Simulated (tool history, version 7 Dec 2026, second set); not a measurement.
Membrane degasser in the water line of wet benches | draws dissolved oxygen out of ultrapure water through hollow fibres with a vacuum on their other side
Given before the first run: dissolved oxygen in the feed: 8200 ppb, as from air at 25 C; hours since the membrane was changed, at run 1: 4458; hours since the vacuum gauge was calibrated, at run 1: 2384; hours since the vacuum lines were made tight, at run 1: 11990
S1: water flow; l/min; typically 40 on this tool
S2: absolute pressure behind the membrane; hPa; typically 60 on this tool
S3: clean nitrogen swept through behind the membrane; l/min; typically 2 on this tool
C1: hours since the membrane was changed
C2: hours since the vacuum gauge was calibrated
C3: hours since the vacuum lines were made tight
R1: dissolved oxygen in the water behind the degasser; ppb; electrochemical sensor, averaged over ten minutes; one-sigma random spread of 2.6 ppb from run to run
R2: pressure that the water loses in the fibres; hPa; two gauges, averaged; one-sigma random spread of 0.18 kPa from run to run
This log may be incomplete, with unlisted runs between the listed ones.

{"run": 1, "hour": 0.0, "S1": 40, "S2": 60, "S3": 2, "C1": 4458, "C2": 2384, "C3": 11990, "R1": 354.4, "R2": 647.2}
{"run": 2, "hour": 291.3, "S1": 40, "S2": 60, "S3": 2, "C1": 4750, "C2": 2675, "C3": 12281, "R1": 349.9, "R2": 645.7}
{"run": 3, "hour": 483.5, "S1": 40, "S2": 60, "S3": 2, "C1": 4942, "C2": 2868, "C3": 12473, "R1": 355.5, "R2": 644.8}
{"run": 4, "hour": 769.8, "S1": 40, "S2": 60, "S3": 2, "C1": 5228, "C2": 3154, "C3": 12760, "R1": 357.8, "R2": 640.9}
{"run": 5, "hour": 1115.7, "S1": 40, "S2": 65.1, "S3": 2, "C1": 5574, "C2": 3500, "C3": 13106, "R1": 375.5, "R2": 645.8}
{"run": 6, "hour": 1285.7, "S1": 40, "S2": 65.1, "S3": 2, "C1": 5744, "C2": 3670, "C3": 13276, "R1": 379.1, "R2": 642.8}
{"run": 7, "hour": 1431.3, "S1": 40, "S2": 122.1, "S3": 2, "C1": 5890, "C2": 3815, "C3": 13421, "R1": 598.1, "R2": 644.4}
{"run": 8, "hour": 1765.5, "S1": 40, "S2": 40.8, "S3": 2, "C1": 6224, "C2": 4150, "C3": 13755, "R1": 275.8, "R2": 643.2}
{"run": 9, "hour": 2114.7, "S1": 40, "S2": 40.8, "S3": 2, "C1": 6573, "C2": 4499, "C3": 14105, "R1": 278.2, "R2": 642.2}
{"run": 10, "hour": 2436.3, "S1": 40, "S2": 40.8, "S3": 2, "C1": 6895, "C2": 4821, "C3": 14426, "R1": 280.2, "R2": 641.7}
{"hour": 2527.3, "done": "seals of the vacuum lines changed"}
{"run": 11, "hour": 2688.8, "S1": 40, "S2": 60, "S3": 2, "C1": 7145, "C2": 5071, "C3": 161, "R1": 355.1, "R2": 640.4}
{"run": 12, "hour": 3034.7, "S1": 40, "S2": 60, "S3": 2, "C1": 7491, "C2": 5417, "C3": 507, "R1": 361.2, "R2": 641.6}
{"run": 13, "hour": 3223.4, "S1": 40, "S2": 60, "S3": 2, "C1": 7680, "C2": 5606, "C3": 696, "R1": 353.6, "R2": 636.1}
{"run": 14, "hour": 3549.8, "S1": 40, "S2": 60, "S3": 2, "C1": 8006, "C2": 5932, "C3": 1022, "R1": 356.3, "R2": 637.8}
{"run": 15, "hour": 3778.1, "S1": 40, "S2": 60, "S3": 2, "C1": 8234, "C2": 6160, "C3": 1251, "R1": 359.7, "R2": 640.3}
{"run": 16, "hour": 3957.3, "S1": 40, "S2": 60, "S3": 2, "C1": 8414, "C2": 6340, "C3": 1430, "R1": 358.7, "R2": 638.6}
{"run": 17, "hour": 4259.3, "S1": 40, "S2": 60, "S3": 2, "C1": 8716, "C2": 6642, "C3": 1732, "R1": 355.7, "R2": 638.9}
{"run": 18, "hour": 4427.5, "S1": 40, "S2": 60, "S3": 2, "C1": 8884, "C2": 6810, "C3": 1900, "R1": 358.2, "R2": 635.5}
{"run": 19, "hour": 4617.7, "S1": 45, "S2": 135.2, "S3": 2, "C1": 9074, "C2": 7000, "C3": 2090, "R1": 779.8, "R2": 715.4}
{"run": 20, "hour": 4960.8, "S1": 33, "S2": 89.3, "S3": 2.46, "C1": 9417, "C2": 7343, "C3": 2433, "R1": 295.1, "R2": 523.1}
{"run": 21, "hour": 5259.1, "S1": 33, "S2": 123.5, "S3": 0.93, "C1": 9715, "C2": 7641, "C3": 2732, "R1": 731.4, "R2": 524.4}
{"run": 22, "hour": 5545.8, "S1": 33, "S2": 52.8, "S3": 2.77, "C1": 10002, "C2": 7928, "C3": 3018, "R1": 177.8, "R2": 524}
{"hour": 5682.1, "done": "vacuum gauge calibrated"}
{"run": 23, "hour": 5813.7, "S1": 58, "S2": 92.7, "S3": 0.86, "C1": 10270, "C2": 132, "C3": 3286, "R1": 1243.5, "R2": 915.3}
{"run": 24, "hour": 5958.2, "S1": 25, "S2": 48.3, "S3": 3.13, "C1": 10414, "C2": 276, "C3": 3430, "R1": 68.8, "R2": 397.4}
{"run": 25, "hour": 6164.9, "S1": 39, "S2": 48.3, "S3": 1.78, "C1": 10621, "C2": 483, "C3": 3637, "R1": 297.4, "R2": 616.9}
{"run": 26, "hour": 6447.7, "S1": 37, "S2": 41.2, "S3": 0.87, "C1": 10903, "C2": 766, "C3": 3920, "R1": 260.8, "R2": 583.7}
{"run": 27, "hour": 6780.3, "S1": 42, "S2": 55.4, "S3": 4.48, "C1": 11236, "C2": 1098, "C3": 4252, "R1": 328.8, "R2": 666.9}
{"run": 28, "hour": 6968.0, "S1": 42, "S2": 138.6, "S3": 3.57, "C1": 11424, "C2": 1286, "C3": 4440, "R1": 539.4, "R2": 664.2}
{"run": 29, "hour": 7134.2, "S1": 29, "S2": 60, "S3": 5.4, "C1": 11590, "C2": 1452, "C3": 4606, "R1": 110.1, "R2": 458.9}
{"run": 30, "hour": 7314.8, "S1": 40, "S2": 46.3, "S3": 5.68, "C1": 11771, "C2": 1633, "C3": 4787, "R1": 262.9, "R2": 632.5}
{"run": 31, "hour": 7648.3, "S1": 40, "S2": 53.8, "S3": 1.79, "C1": 12104, "C2": 1966, "C3": 5120, "R1": 341.2, "R2": 631.7}
{"run": 32, "hour": 7952.4, "S1": 30, "S2": 67.9, "S3": 3.08, "C1": 12408, "C2": 2270, "C3": 5425, "R1": 165.7, "R2": 473.9}
{"run": 33, "hour": 8244.0, "S1": 40, "S2": 37.1, "S3": 5.3, "C1": 12700, "C2": 2562, "C3": 5716, "R1": 251.3, "R2": 631.2}

Below are 3 alternative next runs, each starting from the tool's condition after run 33. Predict each:
{"run": "A", "hour": 8459.9, "S1": 32, "S2": 77.2, "S3": 1.54, "C1": 12916, "C2": 2778, "C3": 5932, "R1": "?", "R2": "?"}
{"run": "B", "hour": 8459.9, "S1": 51, "S2": 41.2, "S3": 1.43, "C1": 12916, "C2": 2778, "C3": 5932, "R1": "?", "R2": "?"}
{"run": "C", "hour": 8459.9, "S1": 40, "S2": 79.6, "S3": 5.3, "C1": 12916, "C2": 2778, "C3": 5932, "R1": "?", "R2": "?"}

run=A R1=306 R2=503.9
run=B R1=540.7 R2=802.4
run=C R1=321.1 R2=631.2
The same runs, with their run-to-run variation unchanged, on a tool lacking any hidden condition would have given:
run=A R1=305.6 R2=516.1
run=B R1=539.6 R2=821.8
run=C R1=320.4 R2=646.5
